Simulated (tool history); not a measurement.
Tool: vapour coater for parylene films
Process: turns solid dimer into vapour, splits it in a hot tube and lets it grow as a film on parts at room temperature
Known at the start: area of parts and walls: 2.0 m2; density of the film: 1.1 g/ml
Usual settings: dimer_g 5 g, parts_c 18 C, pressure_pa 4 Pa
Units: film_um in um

Run 1, hour 0: usual settings. Result: film_um 1.013 um.
Run 2, hour 28.6: usual settings. Result: film_um 1.006 um.
At hour 63.2: trap's valve overhauled.
Run 3, hour 79.9: usual settings but parts_c 13 C. Result: film_um 1.325 um.
Run 4, hour 110.3: usual settings but parts_c 13 C. Result: film_um 1.314 um.
Run 5, hour 160.2: usual settings but dimer_g 7 g. Result: film_um 1.576 um.
Run 6, hour 190.2: usual settings. Result: film_um 1.11 um.
Run 7, hour 240.4: usual settings. Result: film_um 1.095 um.
Run 8, hour 287.3: usual settings. Result: film_um 1.089 um.
Run 9, hour 317.9: usual settings. Result: film_um 1.086 um.
Run 10, hour 359.6: usual settings but parts_c 12 C, pressure_pa 3.21 Pa. Result: film_um 1.297 um.
Run 11, hour 383.2: usual settings but parts_c 12 C, pressure_pa 3.21 Pa. Result: film_um 1.287 um.
Run 12, hour 415.5: usual settings but parts_c 17 C. Result: film_um 1.095 um.
Run 13, hour 454: usual settings but parts_c 17 C. Result: film_um 1.099 um.
Run 14, hour 494.5: usual settings but dimer_g 4 g, parts_c 17 C, pressure_pa 5.29 Pa. Result: film_um 0.851 um.
Run 15, hour 530: usual settings but dimer_g 7 g, pressure_pa 5.17 Pa. Result: film_um 1.446 um.
Run 16, hour 569.7: usual settings but dimer_g 7 g, pressure_pa 5.17 Pa. Result: film_um 1.411 um.
Run 17, hour 597.9: usual settings but dimer_g 4 g, pressure_pa 3.22 Pa. Result: film_um 0.819 um.

5 ways to go on from here, each from the tool as it stands after run 17. What would each give?
Run A, hour 628: usual settings but dimer_g 4 g, parts_c 19 C, pressure_pa 5.34 Pa. Result: film_um ?.
Run B, hour 628: usual settings but pressure_pa 6.87 Pa. Result: film_um ?.
Run C, hour 628: usual settings but pressure_pa 5.65 Pa. Result: film_um ?.
Run D, hour 628: usual settings but dimer_g 4 g, pressure_pa 3.22 Pa. Result: film_um ?.
Run E, hour 628: usual settings but dimer_g 9 g, pressure_pa 2.26 Pa. Result: film_um ?.

run  film_um
  A    0.783
  B    0.985
  C    0.997
  D    0.812
  E    1.899
Without the tool's hidden state the same runs would have given:
run  film_um
  A    0.874
  B      1.1
  C    1.113
  D    0.908
  E     2.12
